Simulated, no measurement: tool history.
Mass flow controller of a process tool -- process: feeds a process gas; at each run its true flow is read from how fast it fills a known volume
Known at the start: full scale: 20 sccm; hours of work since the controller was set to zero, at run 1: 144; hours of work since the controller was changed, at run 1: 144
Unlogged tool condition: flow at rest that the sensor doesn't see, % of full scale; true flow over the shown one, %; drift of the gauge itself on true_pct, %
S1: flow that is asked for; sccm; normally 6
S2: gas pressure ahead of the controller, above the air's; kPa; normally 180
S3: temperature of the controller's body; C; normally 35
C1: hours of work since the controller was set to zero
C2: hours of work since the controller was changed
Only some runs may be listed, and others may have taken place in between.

run 1 hour=0.0 | S1=6 S2=180 S3=35 | C1=144 C2=144 | true_flow_(%)=98.70
run 2 hour=99.1 | S1=3 S2=180 S3=35 | C1=194 C2=194 | true_flow_(%)=98.43
run 3 hour=209.7 | S1=2 S2=180 S3=35 | C1=251 C2=251 | true_flow_(%)=98.35
run 4 hour=273.5 | S1=2 S2=180 S3=35 | C1=284 C2=284 | true_flow_(%)=98.34
run 5 hour=343.8 | S1=2 S2=180 S3=35 | C1=320 C2=320 | true_flow_(%)=98.49
run 6 hour=388.3 | S1=2 S2=141 S3=35 | C1=342 C2=342 | true_flow_(%)=98.49
run 7 hour=469.5 | S1=2 S2=141 S3=35 | C1=384 C2=384 | true_flow_(%)=98.49
run 8 hour=568.1 | S1=2 S2=141 S3=35 | C1=434 C2=434 | true_flow_(%)=98.54
run 9 hour=636.1 | S1=2 S2=141 S3=35 | C1=469 C2=469 | true_flow_(%)=98.59
run 10 hour=682.1 | S1=2 S2=141 S3=35 | C1=493 C2=493 | true_flow_(%)=98.72
run 11 hour=749.6 | S1=2 S2=141 S3=35 | C1=527 C2=527 | true_flow_(%)=98.80
run 12 hour=805.3 | S1=2 S2=141 S3=35 | C1=556 C2=556 | true_flow_(%)=98.79
run 13 hour=888.4 | S1=2 S2=141 S3=35 | C1=598 C2=598 | true_flow_(%)=99.13
run 14 hour=986.5 | S1=6 S2=180 S3=21 | C1=649 C2=649 | true_flow_(%)=98.45
run 15 hour=1089.2 | S1=6 S2=180 S3=21 | C1=701 C2=701 | true_flow_(%)=98.62
run 16 hour=1134.1 | S1=6 S2=180 S3=21 | C1=724 C2=724 | true_flow_(%)=98.73
run 17 hour=1194.2 | S1=6 S2=180 S3=21 | C1=755 C2=755 | true_flow_(%)=98.65
run 18 hour=1265.1 | S1=6 S2=227 S3=35 | C1=791 C2=791 | true_flow_(%)=100.41
run 19 hour=1328.0 | S1=6 S2=227 S3=35 | C1=823 C2=823 | true_flow_(%)=100.49
-- hour=1375.7 gauge calibrated
run 20 hour=1435.4 | S1=3 S2=180 S3=35 | C1=878 C2=878 | true_flow_(%)=98.49
run 21 hour=1495.5 | S1=3 S2=180 S3=35 | C1=909 C2=909 | true_flow_(%)=98.48
run 22 hour=1572.7 | S1=3 S2=180 S3=35 | C1=949 C2=949 | true_flow_(%)=98.49
run 23 hour=1669.9 | S1=6 S2=168 S3=35 | C1=998 C2=998 | true_flow_(%)=98.91
run 24 hour=1751.2 | S1=6 S2=168 S3=35 | C1=1040 C2=1040 | true_flow_(%)=99.29
run 25 hour=1819.4 | S1=6 S2=189 S3=35 | C1=1075 C2=1075 | true_flow_(%)=99.19
run 26 hour=1901.9 | S1=6 S2=189 S3=35 | C1=1117 C2=1117 | true_flow_(%)=99.45
run 27 hour=1979.1 | S1=11 S2=157 S3=35 | C1=1157 C2=1157 | true_flow_(%)=100.09
run 28 hour=2067.7 | S1=19 S2=208 S3=25 | C1=1202 C2=1202 | true_flow_(%)=100.70
run 29 hour=2119.7 | S1=14 S2=190 S3=35 | C1=1229 C2=1229 | true_flow_(%)=100.89
run 30 hour=2178.4 | S1=2 S2=215 S3=37 | C1=1259 C2=1259 | true_flow_(%)=99.38
run 31 hour=2269.2 | S1=6 S2=169 S3=32 | C1=1305 C2=1305 | true_flow_(%)=99.42
-- hour=2341.9 gauge calibrated
run 32 hour=2347.7 | S1=6 S2=169 S3=32 | C1=1345 C2=1345 | true_flow_(%)=98.51
run 33 hour=2400.2 | S1=6 S2=169 S3=32 | C1=1372 C2=1372 | true_flow_(%)=98.50
run 34 hour=2471.9 | S1=6 S2=158 S3=35 | C1=1409 C2=1409 | true_flow_(%)=98.84
run 35 hour=2569.8 | S1=6 S2=158 S3=35 | C1=1459 C2=1459 | true_flow_(%)=98.90
run 36 hour=2641.8 | S1=15 S2=154 S3=35 | C1=1496 C2=1496 | true_flow_(%)=100.44
run 37 hour=2687.8 | S1=15 S2=154 S3=35 | C1=1520 C2=1520 | true_flow_(%)=100.32
run 38 hour=2748.6 | S1=7 S2=180 S3=40 | C1=1551 C2=1551 | true_flow_(%)=99.96
run 39 hour=2825.0 | S1=7 S2=180 S3=40 | C1=1590 C2=1590 | true_flow_(%)=99.88
run 40 hour=2911.0 | S1=11 S2=194 S3=40 | C1=1634 C2=1634 | true_flow_(%)=100.78
run 41 hour=3001.5 | S1=14 S2=203 S3=34 | C1=1680 C2=1680 | true_flow_(%)=100.76
run 42 hour=3081.0 | S1=14 S2=203 S3=34 | C1=1721 C2=1721 | true_flow_(%)=100.78
run 43 hour=3190.6 | S1=6 S2=196 S3=35 | C1=1777 C2=1777 | true_flow_(%)=99.73
run 44 hour=3239.7 | S1=4 S2=171 S3=35 | C1=1802 C2=1802 | true_flow_(%)=99.42
run 45 hour=3287.3 | S1=6 S2=151 S3=35 | C1=1826 C2=1826 | true_flow_(%)=99.77
run 46 hour=3347.9 | S1=16 S2=253 S3=22 | C1=1857 C2=1857 | true_flow_(%)=100.55
run 47 hour=3426.7 | S1=6 S2=167 S3=35 | C1=1898 C2=1898 | true_flow_(%)=99.97
run 48 hour=3527.8 | S1=2 S2=234 S3=32 | C1=1949 C2=1949 | true_flow_(%)=99.40
run 49 hour=3579.3 | S1=2 S2=234 S3=32 | C1=1976 C2=1976 | true_flow_(%)=99.46

Predict each of these 4 candidate next runs independently; none follows another, all start after run 49:
run A hour=3672.6 | S1=6 S2=180 S3=37 | C1=2024 C2=2024 | true_flow_(%)=?
run B hour=3672.6 | S1=9 S2=278 S3=35 | C1=2024 C2=2024 | true_flow_(%)=?
run C hour=3672.6 | S1=7 S2=226 S3=26 | C1=2024 C2=2024 | true_flow_(%)=?
run D hour=3672.6 | S1=17 S2=225 S3=29 | C1=2024 C2=2024 | true_flow_(%)=?

run=A true_flow_(%)=100.38
run=B true_flow_(%)=101.21
run=C true_flow_(%)=99.74
run=D true_flow_(%)=101.54
Had the tool no hidden state, the same runs would have come out as:
run=A true_flow_(%)=98.89
run=B true_flow_(%)=99.70
run=C true_flow_(%)=98.26
run=D true_flow_(%)=100.03
